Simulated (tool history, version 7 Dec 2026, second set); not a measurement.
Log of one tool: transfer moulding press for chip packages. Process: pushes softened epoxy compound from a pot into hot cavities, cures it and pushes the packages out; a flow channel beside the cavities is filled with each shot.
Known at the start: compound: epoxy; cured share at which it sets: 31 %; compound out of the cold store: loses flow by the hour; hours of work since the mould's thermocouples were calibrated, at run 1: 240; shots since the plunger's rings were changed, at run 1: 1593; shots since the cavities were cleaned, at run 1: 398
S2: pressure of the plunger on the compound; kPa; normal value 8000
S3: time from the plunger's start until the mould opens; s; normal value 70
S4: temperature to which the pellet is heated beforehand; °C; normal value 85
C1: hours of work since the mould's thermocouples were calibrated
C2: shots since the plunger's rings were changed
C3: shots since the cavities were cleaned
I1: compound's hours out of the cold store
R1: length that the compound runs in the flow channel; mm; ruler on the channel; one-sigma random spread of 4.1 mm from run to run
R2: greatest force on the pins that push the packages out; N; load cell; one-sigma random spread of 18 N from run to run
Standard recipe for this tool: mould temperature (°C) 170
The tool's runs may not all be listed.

{"run": 1, "hour": 0.0, "mould temperature (°C)": 170, "S2": 8000, "S3": 70, "S4": 85, "C1": 240, "C2": 1593, "C3": 398, "I1": 43.0, "R1": 738, "R2": 814}
{"run": 2, "hour": 22.5, "mould temperature (°C)": 170, "S2": 8000, "S3": 70, "S4": 85, "C1": 253, "C2": 1903, "C3": 708, "I1": 20.5, "R1": 779, "R2": 845}
{"run": 3, "hour": 46.5, "mould temperature (°C)": 170, "S2": 8000, "S3": 70, "S4": 85, "C1": 267, "C2": 2232, "C3": 1037, "I1": 28.7, "R1": 766, "R2": 877}
{"hour": 60.8, "done": "cavities cleaned with cleaning compound and waxed"}
{"run": 4, "hour": 69.8, "mould temperature (°C)": 170, "S2": 8000, "S3": 70, "S4": 85, "C1": 280, "C2": 2533, "C3": 124, "I1": 37.8, "R1": 755, "R2": 820}
{"run": 5, "hour": 91.3, "mould temperature (°C)": 170, "S2": 8000, "S3": 70, "S4": 85, "C1": 293, "C2": 2828, "C3": 419, "I1": 16.9, "R1": 785, "R2": 842}
{"run": 6, "hour": 114.8, "mould temperature (°C)": 170, "S2": 8000, "S3": 70, "S4": 85, "C1": 306, "C2": 3151, "C3": 742, "I1": 34.2, "R1": 760, "R2": 824}
{"hour": 125.2, "done": "plunger's sealing rings changed"}
{"run": 7, "hour": 136.0, "mould temperature (°C)": 170, "S2": 8000, "S3": 70, "S4": 85, "C1": 317, "C2": 148, "C3": 999, "I1": 19.6, "R1": 787, "R2": 836}
{"hour": 152.6, "done": "cavities cleaned with cleaning compound and waxed"}
{"run": 8, "hour": 159.0, "mould temperature (°C)": 176, "S2": 8510, "S3": 63, "S4": 80, "C1": 330, "C2": 444, "C3": 88, "I1": 15.6, "R1": 801, "R2": 726}
{"run": 9, "hour": 173.3, "mould temperature (°C)": 170, "S2": 8000, "S3": 105, "S4": 83, "C1": 338, "C2": 641, "C3": 285, "I1": 25.7, "R1": 771, "R2": 445}
{"run": 10, "hour": 193.3, "mould temperature (°C)": 178, "S2": 8000, "S3": 58, "S4": 93, "C1": 350, "C2": 917, "C3": 561, "I1": 11.9, "R1": 778, "R2": 737}
{"run": 11, "hour": 212.1, "mould temperature (°C)": 170, "S2": 8000, "S3": 99, "S4": 93, "C1": 361, "C2": 1174, "C3": 818, "I1": 43.3, "R1": 743, "R2": 479}
{"run": 12, "hour": 235.6, "mould temperature (°C)": 170, "S2": 8000, "S3": 81, "S4": 85, "C1": 375, "C2": 1498, "C3": 1142, "I1": 26.6, "R1": 766, "R2": 621}

Below are 4 alternative next runs, each starting from the tool's condition after run 12. Predict each:
{"hour": 241.1, "done": "cavities cleaned with cleaning compound and waxed"}
{"run": "A", "hour": 247.7, "mould temperature (°C)": 173, "S2": 6940, "S3": 81, "S4": 92, "C1": 381, "C2": 1644, "C3": 91, "I1": 41.7, "R1": "?", "R2": "?"}
{"hour": 241.1, "done": "cavities cleaned with cleaning compound and waxed"}
{"run": "B", "hour": 247.7, "mould temperature (°C)": 173, "S2": 6160, "S3": 70, "S4": 85, "C1": 381, "C2": 1644, "C3": 91, "I1": 30.8, "R1": "?", "R2": "?"}
{"hour": 241.1, "done": "cavities cleaned with cleaning compound and waxed"}
{"run": "C", "hour": 247.7, "mould temperature (°C)": 170, "S2": 6290, "S3": 81, "S4": 80, "C1": 381, "C2": 1644, "C3": 91, "I1": 15.9, "R1": "?", "R2": "?"}
{"hour": 241.1, "done": "cavities cleaned with cleaning compound and waxed"}
{"run": "D", "hour": 247.7, "mould temperature (°C)": 163, "S2": 8000, "S3": 70, "S4": 90, "C1": 381, "C2": 1644, "C3": 91, "I1": 13.2, "R1": "?", "R2": "?"}

run=A R1=682 R2=503
run=B R1=659 R2=676
run=C R1=704 R2=606
run=D R1=817 R2=1440
Had the tool no hidden state, the same runs would have come out as:
run=A R1=682 R2=502
run=B R1=659 R2=674
run=C R1=704 R2=604
run=D R1=817 R2=1436
